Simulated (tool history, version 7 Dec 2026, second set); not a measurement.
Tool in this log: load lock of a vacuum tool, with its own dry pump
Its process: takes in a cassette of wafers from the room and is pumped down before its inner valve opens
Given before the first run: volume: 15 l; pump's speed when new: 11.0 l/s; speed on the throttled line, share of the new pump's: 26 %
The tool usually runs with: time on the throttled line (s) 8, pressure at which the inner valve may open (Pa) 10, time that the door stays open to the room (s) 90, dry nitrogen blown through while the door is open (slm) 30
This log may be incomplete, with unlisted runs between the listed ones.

run    hour  time on the throttled line (s)  pressure at which the inner valve may open (Pa)  time that the door stays open to the room (s)  dry nitrogen blown through while the door is open (slm)  incoming humidity of the room's air, %  time from the closed door until the inner valve may open (s)  rise of the pressure with all valves shut (Pa/min)
  1     0.0                               8                                               10                                             90                                                       30                                    42.1                                                          19.5                                               0.177
  2   100.6                               8                                               10                                             90                                                       30                                    45.5                                                          19.6                                               0.180
  3   164.5                               8                                               10                                             90                                                       30                                    44.6                                                          19.7                                               0.187
  4   272.2                               8                                               10                                             57                                                       30                                    42.5                                                          19.7                                               0.181
  5   422.3                               8                                               10                                             57                                                       30                                    43.9                                                          20.0                                               0.185
  6   489.1                               8                                               10                                             57                                                       30                                    43.1                                                          20.0                                               0.193
  7   642.2                               8                                               10                                             57                                                       30                                    45.4                                                          20.0                                               0.196
  8   753.4                               8                                               10                                             57                                                       30                                    41.8                                                          19.8                                               0.204
  9   891.0                               8                                               10                                             90                                                        5                                    44.5                                                          19.8                                               0.242
 10  1042.9                               8                                               10                                             90                                                       30                                    46.1                                                          20.0                                               0.229
 11  1177.7                               8                                                7                                             90                                                       30                                    39.3                                                          20.6                                               0.234
 12  1315.7                               8                                                7                                             90                                                       30                                    43.3                                                          20.8                                               0.246
 13  1414.8                               8                                               10                                             46                                                       30                                    46.2                                                          20.0                                               0.237
 14  1541.6                               8                                               10                                             46                                                       30                                    44.5                                                          20.1                                               0.245
 15  1623.1                               8                                               10                                             90                                                       30                                    46.3                                                          20.3                                               0.266
 16  1713.8                               8                                               10                                             90                                                       32                                    47.0                                                          20.1                                               0.269
 17  1849.4                               8                                               10                                             90                                                       32                                    47.0                                                          20.0                                               0.271
 18  1978.0                               8                                               10                                             90                                                       32                                    45.2                                                          20.1                                               0.279
 19  2069.5                               8                                               10                                             90                                                       32                                    48.4                                                          19.9                                               0.286
 20  2222.3                               8                                               10                                             90                                                       32                                    44.7                                                          20.3                                               0.296
 21  2308.8                               8                                               17                                             90                                                        7                                    47.1                                                          19.3                                               0.325
 22  2371.0                               8                                               18                                             90                                                       21                                    45.1                                                          19.2                                               0.314
 23  2438.3                               5                                               13                                             29                                                       21                                    45.9                                                          17.6                                               0.291
 24  2525.7                               7                                               10                                             90                                                        6                                    46.9                                                          19.6                                               0.336
 25  2614.6                               8                                               10                                             90                                                        4                                    48.2                                                          20.1                                               0.342
 26  2694.1                              13                                               10                                             61                                                        4                                    46.3                                                          23.5                                               0.331
 27  2804.7                               5                                               11                                             90                                                        5                                    47.5                                                          18.3                                               0.361
 28  2951.9                               8                                               10                                             29                                                       30                                    42.0                                                          20.1                                               0.314
 29  3061.9                              15                                               10                                             90                                                        7                                    42.5                                                          25.3                                               0.367
 30  3187.4                               8                                               10                                             90                                                        9                                    44.1                                                          20.1                                               0.368
 31  3335.2                               8                                               10                                             90                                                       13                                    44.5                                                          20.4                                               0.385
 32  3444.2                               8                                               10                                             90                                                        6                                    43.5                                                          20.5                                               0.395
 33  3527.0                               8                                               10                                             90                                                        6                                    42.0                                                          20.4                                               0.393
     3639.5  -- dry pump taken out, an overhauled one fitted
 34  3646.8                               8                                               11                                             52                                                        9                                    42.1                                                          18.2                                               0.383
 35  3776.3                               8                                               11                                             52                                                        9                                    40.7                                                          18.5                                               0.399
 36  3883.8                               8                                               10                                             90                                                        6                                    44.7                                                          18.7                                               0.426

Had the tool no unlogged condition, and each run kept its random variation, what would the results have been?
Hidden state present: pump's speed, % of a new pump's; leak at the door's seal, Pa l/s; drift of the gauge itself on ready_s, %; drift of the gauge itself on rise_pa_min, %.
run  time from the closed door until the inner valve may open (s)  rise of the pressure with all valves shut (Pa/min)
  1                                                          18.3                                               0.041
  2                                                          18.4                                               0.042
  3                                                          18.5                                               0.044
  4                                                          18.5                                               0.033
  5                                                          18.8                                               0.032
  6                                                          18.7                                               0.037
  7                                                          18.7                                               0.033
  8                                                          18.5                                               0.033
  9                                                          18.5                                               0.064
 10                                                          18.6                                               0.042
 11                                                          19.1                                               0.039
 12                                                          19.2                                               0.044
 13                                                          18.5                                               0.026
 14                                                          18.6                                               0.030
 15                                                          18.8                                               0.047
 16                                                          18.6                                               0.047
 17                                                          18.5                                               0.041
 18                                                          18.5                                               0.042
 19                                                          18.3                                               0.040
 20                                                          18.7                                               0.038
 21                                                          17.8                                               0.065
 22                                                          17.7                                               0.050
 23                                                          15.9                                               0.024
 24                                                          17.9                                               0.062
 25                                                          18.4                                               0.067
 26                                                          22.0                                               0.046
 27                                                          16.4                                               0.070
 28                                                          18.4                                               0.017
 29                                                          23.8                                               0.059
 30                                                          18.3                                               0.054
 31                                                          18.5                                               0.055
 32                                                          18.7                                               0.061
 33                                                          18.5                                               0.058
 34                                                          18.3                                               0.038
 35                                                          18.6                                               0.043
 36                                                          18.7                                               0.068
